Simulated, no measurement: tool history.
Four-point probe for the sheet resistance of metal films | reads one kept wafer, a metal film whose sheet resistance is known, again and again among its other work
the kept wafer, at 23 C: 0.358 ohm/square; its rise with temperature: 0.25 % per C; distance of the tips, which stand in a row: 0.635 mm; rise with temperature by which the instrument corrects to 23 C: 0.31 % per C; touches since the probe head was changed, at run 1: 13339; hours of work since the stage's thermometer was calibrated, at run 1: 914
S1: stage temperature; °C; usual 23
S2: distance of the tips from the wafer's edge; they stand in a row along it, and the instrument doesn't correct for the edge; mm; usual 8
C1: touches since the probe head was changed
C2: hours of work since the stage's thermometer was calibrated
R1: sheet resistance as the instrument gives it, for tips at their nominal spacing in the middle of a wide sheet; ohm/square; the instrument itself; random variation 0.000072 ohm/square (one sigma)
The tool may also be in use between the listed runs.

| run | hour | S1 | S2 | C1 | C2 | R1 |
|---|---|---|---|---|---|---|
| 1 | 0.0 | 23 | 8 | 13339 | 914 | 0.359910 |
| 2 | 35.0 | 23 | 8 | 13977 | 930 | 0.360000 |
| 3 | 78.6 | 23 | 8 | 14770 | 949 | 0.360002 |
| 4 | 118.6 | 23 | 8 | 15497 | 966 | 0.360077 |
| 5 | 169.5 | 23 | 8 | 16422 | 988 | 0.360040 |
| 6 | 207.6 | 23 | 8 | 17116 | 1005 | 0.360157 |
| 7 | 260.9 | 23 | 8 | 18087 | 1028 | 0.360253 |
| 8 | 301.9 | 23 | 58 | 18832 | 1046 | 0.358957 |
| 9 | 348.5 | 23 | 58 | 19679 | 1066 | 0.359082 |
| 10 | 379.4 | 23 | 58 | 20243 | 1080 | 0.358983 |
| 11 | 414.1 | 23 | 58 | 20874 | 1095 | 0.359013 |
| 12 | 470.5 | 23 | 8 | 21900 | 1119 | 0.360261 |
| 13 | 519.5 | 32 | 8 | 22792 | 1141 | 0.358626 |
| 14 | 586.6 | 33 | 8 | 24011 | 1170 | 0.358443 |
| 15 | 638.4 | 33 | 8 | 24955 | 1192 | 0.358400 |
| 16 | 685.7 | 33 | 8 | 25815 | 1213 | 0.358574 |
| 17 | 737.1 | 33 | 8 | 26750 | 1235 | 0.358587 |
| 18 | 786.0 | 33 | 8 | 27640 | 1257 | 0.358434 |
| 19 | 815.7 | 33 | 6 | 28180 | 1270 | 0.359294 |
| 20 | 847.8 | 23 | 8 | 28764 | 1284 | 0.360420 |
| 21 | 899.7 | 23 | 8 | 29710 | 1306 | 0.360637 |
| 22 | 954.5 | 20 | 3 | 30705 | 1330 | 0.368509 |
| 23 | 1017.0 | 20 | 4 | 31842 | 1357 | 0.364811 |
| 24 | 1044.8 | 24 | 8 | 32349 | 1369 | 0.360445 |
| 25 | 1099.8 | 24 | 75 | 33350 | 1393 | 0.359228 |
| 26 | 1150.7 | 25 | 43 | 34277 | 1416 | 0.359120 |
| 27 | 1199.7 | 24 | 7 | 35167 | 1437 | 0.360980 |
|  | 1226.3 | stage's thermometer calibrated |
| 28 | 1238.3 | 34 | 22 | 35860 | 5 | 0.357126 |
| 29 | 1271.8 | 27 | 8 | 36470 | 20 | 0.359443 |
| 30 | 1322.0 | 21 | 11 | 37384 | 42 | 0.360128 |
| 31 | 1381.3 | 30 | 10 | 38462 | 67 | 0.358578 |
| 32 | 1437.0 | 30 | 10 | 39476 | 92 | 0.358561 |
| 33 | 1476.2 | 22 | 10 | 40189 | 109 | 0.360161 |
| 34 | 1516.1 | 33 | 40 | 40915 | 126 | 0.357355 |
| 35 | 1579.1 | 27 | 40 | 42061 | 154 | 0.358361 |
| 36 | 1623.8 | 25 | 10 | 42876 | 173 | 0.359735 |
| 37 | 1690.8 | 25 | 10 | 44093 | 202 | 0.359615 |
| 38 | 1727.9 | 25 | 10 | 44769 | 218 | 0.359793 |
| 39 | 1764.3 | 25 | 10 | 45431 | 234 | 0.359661 |

Forecast each of these 4 alternatives for the next run:
| A | 1825.9 | 30 | 10 | 46553 | 261 | ? |
| B | 1825.9 | 26 | 11 | 46553 | 261 | ? |
| C | 1825.9 | 23 | 56 | 46553 | 261 | ? |
| D | 1825.9 | 22 | 8 | 46553 | 261 | ? |

| run | R1 |
|---|---|
| A | 0.358776 |
| B | 0.359362 |
| C | 0.359407 |
| D | 0.360860 |
Without the tool's hidden state the same runs would have given:
| run | R1 |
|---|---|
| A | 0.357445 |
| B | 0.358028 |
| C | 0.358072 |
| D | 0.359520 |
